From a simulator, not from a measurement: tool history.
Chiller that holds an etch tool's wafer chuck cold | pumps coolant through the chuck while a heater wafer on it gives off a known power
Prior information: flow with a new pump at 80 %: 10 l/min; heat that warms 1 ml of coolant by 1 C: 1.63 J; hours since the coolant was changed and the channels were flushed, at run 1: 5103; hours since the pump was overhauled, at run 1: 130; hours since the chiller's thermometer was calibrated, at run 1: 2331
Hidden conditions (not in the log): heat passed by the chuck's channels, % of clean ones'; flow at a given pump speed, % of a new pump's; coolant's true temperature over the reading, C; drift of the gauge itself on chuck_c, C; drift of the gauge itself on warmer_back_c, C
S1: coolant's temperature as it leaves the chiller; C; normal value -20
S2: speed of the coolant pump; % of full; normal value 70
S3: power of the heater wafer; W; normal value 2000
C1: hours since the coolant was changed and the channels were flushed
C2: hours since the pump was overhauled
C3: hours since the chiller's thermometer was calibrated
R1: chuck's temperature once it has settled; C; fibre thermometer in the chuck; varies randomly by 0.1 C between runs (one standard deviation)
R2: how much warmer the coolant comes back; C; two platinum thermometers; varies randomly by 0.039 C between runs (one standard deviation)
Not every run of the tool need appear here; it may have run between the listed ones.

{"run": 1, "hour": 0.0, "S1": -20, "S2": 70, "S3": 2000, "C1": 5103, "C2": 130, "C3": 2331, "R1": 0.3, "R2": 8.63}
{"run": 2, "hour": 21.5, "S1": -20, "S2": 70, "S3": 2000, "C1": 5124, "C2": 152, "C3": 2353, "R1": 0.6, "R2": 8.58}
{"run": 3, "hour": 43.9, "S1": -20, "S2": 70, "S3": 2000, "C1": 5146, "C2": 174, "C3": 2375, "R1": 0.4, "R2": 8.63}
{"run": 4, "hour": 66.6, "S1": -20, "S2": 84, "S3": 2000, "C1": 5169, "C2": 197, "C3": 2398, "R1": -2.9, "R2": 7.07}
{"run": 5, "hour": 95.2, "S1": -20, "S2": 84, "S3": 2000, "C1": 5198, "C2": 225, "C3": 2427, "R1": -2.8, "R2": 7.04}
{"run": 6, "hour": 125.4, "S1": -20, "S2": 84, "S3": 2000, "C1": 5228, "C2": 256, "C3": 2457, "R1": -2.7, "R2": 7.1}
{"run": 7, "hour": 148.5, "S1": -28, "S2": 84, "S3": 2000, "C1": 5251, "C2": 279, "C3": 2480, "R1": -10.9, "R2": 7}
{"run": 8, "hour": 179.6, "S1": -12, "S2": 70, "S3": 2000, "C1": 5282, "C2": 310, "C3": 2511, "R1": 8.6, "R2": 8.64}
{"run": 9, "hour": 196.0, "S1": -12, "S2": 92, "S3": 2000, "C1": 5299, "C2": 326, "C3": 2527, "R1": 3.9, "R2": 6.36}
{"run": 10, "hour": 219.1, "S1": -12, "S2": 92, "S3": 2000, "C1": 5322, "C2": 349, "C3": 2551, "R1": 3.7, "R2": 6.36}
{"run": 11, "hour": 247.4, "S1": -12, "S2": 92, "S3": 2000, "C1": 5350, "C2": 378, "C3": 2579, "R1": 3.9, "R2": 6.43}
{"run": 12, "hour": 269.5, "S1": -12, "S2": 92, "S3": 2000, "C1": 5372, "C2": 400, "C3": 2601, "R1": 3.6, "R2": 6.46}
{"run": 13, "hour": 299.9, "S1": -13, "S2": 66, "S3": 2699, "C1": 5403, "C2": 430, "C3": 2631, "R1": 16.3, "R2": 12.58}
{"run": 14, "hour": 327.6, "S1": -23, "S2": 74, "S3": 2131, "C1": 5430, "C2": 458, "C3": 2659, "R1": -2.4, "R2": 8.64}
{"run": 15, "hour": 345.5, "S1": -23, "S2": 74, "S3": 1221, "C1": 5448, "C2": 476, "C3": 2677, "R1": -10.8, "R2": 5.02}
{"run": 16, "hour": 361.4, "S1": -20, "S2": 84, "S3": 2627, "C1": 5464, "C2": 492, "C3": 2693, "R1": 2.8, "R2": 9.25}
{"run": 17, "hour": 388.9, "S1": -20, "S2": 78, "S3": 1123, "C1": 5491, "C2": 519, "C3": 2720, "R1": -9.5, "R2": 4.31}
{"run": 18, "hour": 415.0, "S1": -23, "S2": 93, "S3": 1810, "C1": 5518, "C2": 545, "C3": 2746, "R1": -8.8, "R2": 5.78}
{"run": 19, "hour": 428.5, "S1": -20, "S2": 74, "S3": 1028, "C1": 5531, "C2": 559, "C3": 2760, "R1": -9.7, "R2": 4.18}
{"run": 20, "hour": 448.7, "S1": -20, "S2": 70, "S3": 1896, "C1": 5551, "C2": 579, "C3": 2780, "R1": -0.1, "R2": 8.19}
{"run": 21, "hour": 465.8, "S1": -20, "S2": 70, "S3": 1896, "C1": 5568, "C2": 596, "C3": 2797, "R1": -0.4, "R2": 8.26}
{"run": 22, "hour": 489.2, "S1": -13, "S2": 70, "S3": 2000, "C1": 5592, "C2": 619, "C3": 2821, "R1": 7.7, "R2": 8.62}
{"run": 23, "hour": 505.8, "S1": -11, "S2": 61, "S3": 1384, "C1": 5608, "C2": 636, "C3": 2837, "R1": 5.7, "R2": 6.95}

The logged runs with the hidden state left out (each run's random variation unchanged):
run=1 R1=-1.8 R2=8.54
run=2 R1=-1.5 R2=8.49
run=3 R1=-1.7 R2=8.53
run=4 R1=-4.7 R2=6.99
run=5 R1=-4.6 R2=6.95
run=6 R1=-4.6 R2=7.01
run=7 R1=-12.7 R2=6.91
run=8 R1=6.4 R2=8.53
run=9 R1=2.2 R2=6.27
run=10 R1=1.9 R2=6.27
run=11 R1=2.1 R2=6.34
run=12 R1=1.8 R2=6.36
run=13 R1=13.2 R2=12.39
run=14 R1=-4.7 R2=8.5
run=15 R1=-12.3 R2=4.94
run=16 R1=0.3 R2=9.1
run=17 R1=-10.8 R2=4.24
run=18 R1=-10.5 R2=5.69
run=19 R1=-11 R2=4.11
run=20 R1=-2.4 R2=8.05
run=21 R1=-2.7 R2=8.12
run=22 R1=5.3 R2=8.46
run=23 R1=3.7 R2=6.82
